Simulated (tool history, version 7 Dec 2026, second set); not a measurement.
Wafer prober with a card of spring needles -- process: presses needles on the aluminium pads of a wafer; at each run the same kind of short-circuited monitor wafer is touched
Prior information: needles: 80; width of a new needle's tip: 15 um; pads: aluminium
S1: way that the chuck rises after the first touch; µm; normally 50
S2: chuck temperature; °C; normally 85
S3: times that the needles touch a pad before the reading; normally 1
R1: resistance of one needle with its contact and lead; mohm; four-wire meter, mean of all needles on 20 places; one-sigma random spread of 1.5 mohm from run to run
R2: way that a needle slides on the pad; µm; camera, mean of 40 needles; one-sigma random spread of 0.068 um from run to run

| run | hour | S1 | S2 | S3 | R1 | R2 |
|---|---|---|---|---|---|---|
| 1 | 0 | 50 | 85 | 1 | 144 | 13.7 |
|  | 18.9 | tips cleaned on abrasive film |
|  | 49.1 | tips cleaned on abrasive film |
| 2 | 75 | 50 | 85 | 1 | 143 | 13.56 |
|  | 80.7 | tips cleaned on abrasive film |
|  | 112.2 | tips cleaned on abrasive film |
| 3 | 114.9 | 50 | 85 | 1 | 144 | 13.46 |
|  | 144.3 | tips cleaned on abrasive film |
|  | 173.8 | tips cleaned on abrasive film |
| 4 | 190.3 | 50 | 85 | 1 | 144 | 13.52 |
|  | 203.3 | tips cleaned on abrasive film |
|  | 234.6 | tips cleaned on abrasive film |
| 5 | 238.1 | 50 | 85 | 1 | 140 | 13.76 |
|  | 263.9 | tips cleaned on abrasive film |
| 6 | 274.8 | 50 | 85 | 2 | 143 | 13.55 |
|  | 291.6 | tips cleaned on abrasive film |
| 7 | 313.2 | 50 | 85 | 2 | 143 | 13.44 |
|  | 319.3 | tips cleaned on abrasive film |
|  | 351 | tips cleaned on abrasive film |
|  | 379.8 | tips cleaned on abrasive film |
| 8 | 389.8 | 50 | 85 | 2 | 141 | 13.53 |
|  | 409.8 | tips cleaned on abrasive film |
|  | 437.1 | tips cleaned on abrasive film |
|  | 466.8 | tips cleaned on abrasive film |
|  | 469.9 | height of the first contact set anew |
| 9 | 469.9 | 50 | 85 | 1 | 142 | 13.49 |
|  | 500 | tips cleaned on abrasive film |
|  | 528.7 | tips cleaned on abrasive film |
| 10 | 528.7 | 50 | 85 | 1 | 142 | 13.39 |
|  | 559 | tips cleaned on abrasive film |
| 11 | 573.4 | 50 | 45 | 3 | 135 | 13.46 |
|  | 586.6 | tips cleaned on abrasive film |
|  | 616 | tips cleaned on abrasive film |
|  | 646.2 | tips cleaned on abrasive film |
| 12 | 646.2 | 50 | 71 | 1 | 140 | 13.4 |
|  | 674.9 | tips cleaned on abrasive film |
|  | 703.8 | tips cleaned on abrasive film |
| 13 | 706.8 | 45 | 27 | 1 | 135 | 12.1 |
|  | 732.2 | tips cleaned on abrasive film |
| 14 | 747.8 | 39 | 40 | 1 | 143 | 10.47 |
|  | 759.7 | tips cleaned on abrasive film |
| 15 | 783.8 | 33 | 68 | 2 | 152 | 8.86 |
|  | 790.2 | tips cleaned on abrasive film |
|  | 819.7 | tips cleaned on abrasive film |
| 16 | 824.6 | 49 | 55 | 2 | 138 | 12.99 |
|  | 851.8 | tips cleaned on abrasive film |
| 17 | 867.5 | 50 | 85 | 2 | 142 | 13.25 |
|  | 879.9 | tips cleaned on abrasive film |
|  | 910.2 | tips cleaned on abrasive film |
|  | 937.1 | tips cleaned on abrasive film |
| 18 | 952.1 | 50 | 85 | 2 | 145 | 13.35 |
|  | 968.2 | tips cleaned on abrasive film |
|  | 999 | tips cleaned on abrasive film |
| 19 | 1011.3 | 58 | 85 | 2 | 140 | 15.49 |
|  | 1030.6 | tips cleaned on abrasive film |
|  | 1060.4 | tips cleaned on abrasive film |
| 20 | 1073.3 | 58 | 79 | 2 | 140 | 15.5 |

Selected run-to-run steps in R2, each split into two signed amounts: the part the tool would show with no hidden state at all (from settings, incoming material and random variation), and the remainder, which goes to the hidden state together with any gauge scatter not common to the measured and the hidden-state-free results:
Hidden conditions of the tool in this case: debris on the tips, nm; way that the needles fall short of the set height, um; tips' diameter, um; drift of the gauge itself on contact_mohm, %; drift of the gauge itself on scrub_um, %.
Run 15 -> 16: S1 33 -> 49, S2 68 -> 55, tips cleaned on abrasive film, tips cleaned on abrasive film. R2 +4.13 µm: hidden state -0.07, all else +4.2.
Run 18 -> 19: S1 50 -> 58, tips cleaned on abrasive film, tips cleaned on abrasive film. R2 +2.14 µm: hidden state -0.06, all else +2.2.
